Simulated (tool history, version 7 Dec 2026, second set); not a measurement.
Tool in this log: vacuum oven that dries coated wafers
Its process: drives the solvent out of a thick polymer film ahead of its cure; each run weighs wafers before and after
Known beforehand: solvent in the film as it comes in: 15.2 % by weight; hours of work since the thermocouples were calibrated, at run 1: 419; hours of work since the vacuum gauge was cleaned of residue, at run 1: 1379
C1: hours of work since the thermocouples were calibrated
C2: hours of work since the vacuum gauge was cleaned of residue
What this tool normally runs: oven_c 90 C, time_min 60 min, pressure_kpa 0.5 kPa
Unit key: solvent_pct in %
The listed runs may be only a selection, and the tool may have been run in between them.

{"run": 1, "hour": 0.0, "oven_c": 90, "time_min": 60, "pressure_kpa": 0.5, "C1": 419, "C2": 1379, "solvent_pct": 3.93}
{"run": 2, "hour": 72.9, "oven_c": 90, "time_min": 60, "pressure_kpa": 0.5, "C1": 476, "C2": 1437, "solvent_pct": 3.97}
{"run": 3, "hour": 130.6, "oven_c": 90, "time_min": 60, "pressure_kpa": 0.5, "C1": 522, "C2": 1482, "solvent_pct": 3.92}
{"run": 4, "hour": 189.0, "oven_c": 90, "time_min": 60, "pressure_kpa": 0.5, "C1": 568, "C2": 1528, "solvent_pct": 3.92}
{"run": 5, "hour": 235.2, "oven_c": 90, "time_min": 60, "pressure_kpa": 0.5, "C1": 604, "C2": 1564, "solvent_pct": 3.92}
{"run": 6, "hour": 298.4, "oven_c": 90, "time_min": 60, "pressure_kpa": 0.5, "C1": 654, "C2": 1614, "solvent_pct": 4.02}
{"run": 7, "hour": 341.8, "oven_c": 90, "time_min": 60, "pressure_kpa": 0.5, "C1": 688, "C2": 1648, "solvent_pct": 4.05}
{"run": 8, "hour": 392.5, "oven_c": 90, "time_min": 60, "pressure_kpa": 0.5, "C1": 728, "C2": 1688, "solvent_pct": 3.87}
{"run": 9, "hour": 427.1, "oven_c": 75, "time_min": 60, "pressure_kpa": 0.5, "C1": 755, "C2": 1715, "solvent_pct": 6.96}
{"run": 10, "hour": 486.4, "oven_c": 75, "time_min": 60, "pressure_kpa": 0.5, "C1": 801, "C2": 1762, "solvent_pct": 6.82}
{"run": 11, "hour": 536.9, "oven_c": 80, "time_min": 60, "pressure_kpa": 0.5, "C1": 841, "C2": 1802, "solvent_pct": 5.79}
{"run": 12, "hour": 579.5, "oven_c": 80, "time_min": 60, "pressure_kpa": 0.5, "C1": 875, "C2": 1835, "solvent_pct": 5.9}
{"hour": 585.8, "done": "oven's thermocouples calibrated"}
{"run": 13, "hour": 635.1, "oven_c": 80, "time_min": 60, "pressure_kpa": 0.5, "C1": 39, "C2": 1877, "solvent_pct": 5.63}
{"run": 14, "hour": 706.8, "oven_c": 80, "time_min": 60, "pressure_kpa": 0.5, "C1": 95, "C2": 1933, "solvent_pct": 5.61}
{"run": 15, "hour": 754.7, "oven_c": 102, "time_min": 60, "pressure_kpa": 0.5, "C1": 133, "C2": 1971, "solvent_pct": 1.87}
{"run": 16, "hour": 797.5, "oven_c": 90, "time_min": 38, "pressure_kpa": 1.378, "C1": 166, "C2": 2005, "solvent_pct": 6.02}
{"run": 17, "hour": 850.2, "oven_c": 90, "time_min": 99, "pressure_kpa": 0.853, "C1": 208, "C2": 2046, "solvent_pct": 2.3}
{"hour": 903.6, "done": "oven's thermocouples calibrated, once more"}
{"run": 18, "hour": 909.0, "oven_c": 90, "time_min": 99, "pressure_kpa": 0.853, "C1": 4, "C2": 2091, "solvent_pct": 2.78}
{"run": 19, "hour": 960.2, "oven_c": 90, "time_min": 99, "pressure_kpa": 0.853, "C1": 45, "C2": 2131, "solvent_pct": 2.76}
{"run": 20, "hour": 1017.5, "oven_c": 90, "time_min": 86, "pressure_kpa": 1.385, "C1": 90, "C2": 2176, "solvent_pct": 3.65}
{"run": 21, "hour": 1074.9, "oven_c": 93, "time_min": 83, "pressure_kpa": 0.255, "C1": 135, "C2": 2221, "solvent_pct": 2.26}
{"run": 22, "hour": 1149.3, "oven_c": 93, "time_min": 83, "pressure_kpa": 0.255, "C1": 193, "C2": 2280, "solvent_pct": 2.4}
{"run": 23, "hour": 1211.0, "oven_c": 93, "time_min": 83, "pressure_kpa": 0.255, "C1": 242, "C2": 2328, "solvent_pct": 2.26}
{"run": 24, "hour": 1270.0, "oven_c": 85, "time_min": 41, "pressure_kpa": 0.57, "C1": 288, "C2": 2375, "solvent_pct": 6.73}
{"run": 25, "hour": 1320.6, "oven_c": 85, "time_min": 41, "pressure_kpa": 0.57, "C1": 328, "C2": 2414, "solvent_pct": 6.76}
{"run": 26, "hour": 1367.8, "oven_c": 82, "time_min": 60, "pressure_kpa": 0.5, "C1": 365, "C2": 2452, "solvent_pct": 5.67}
{"run": 27, "hour": 1439.3, "oven_c": 82, "time_min": 60, "pressure_kpa": 0.5, "C1": 421, "C2": 2508, "solvent_pct": 5.71}
{"run": 28, "hour": 1498.4, "oven_c": 93, "time_min": 36, "pressure_kpa": 0.5, "C1": 468, "C2": 2554, "solvent_pct": 5.67}
{"run": 29, "hour": 1546.4, "oven_c": 93, "time_min": 32, "pressure_kpa": 0.687, "C1": 505, "C2": 2592, "solvent_pct": 6.35}

What if the next run were any one of these 3? Each begins from the tool's condition after run 29:
{"run": "A", "hour": 1610.1, "oven_c": 90, "time_min": 60, "pressure_kpa": 0.731, "C1": 555, "C2": 2642, "solvent_pct": "?"}
{"run": "B", "hour": 1610.1, "oven_c": 99, "time_min": 51, "pressure_kpa": 0.944, "C1": 555, "C2": 2642, "solvent_pct": "?"}
{"run": "C", "hour": 1610.1, "oven_c": 93, "time_min": 32, "pressure_kpa": 0.448, "C1": 555, "C2": 2642, "solvent_pct": "?"}

run=A solvent_pct=4.37
run=B solvent_pct=3.45
run=C solvent_pct=6.17
Had the tool no hidden state, the same runs would have come out as:
run=A solvent_pct=4.16
run=B solvent_pct=3.31
run=C solvent_pct=6.06
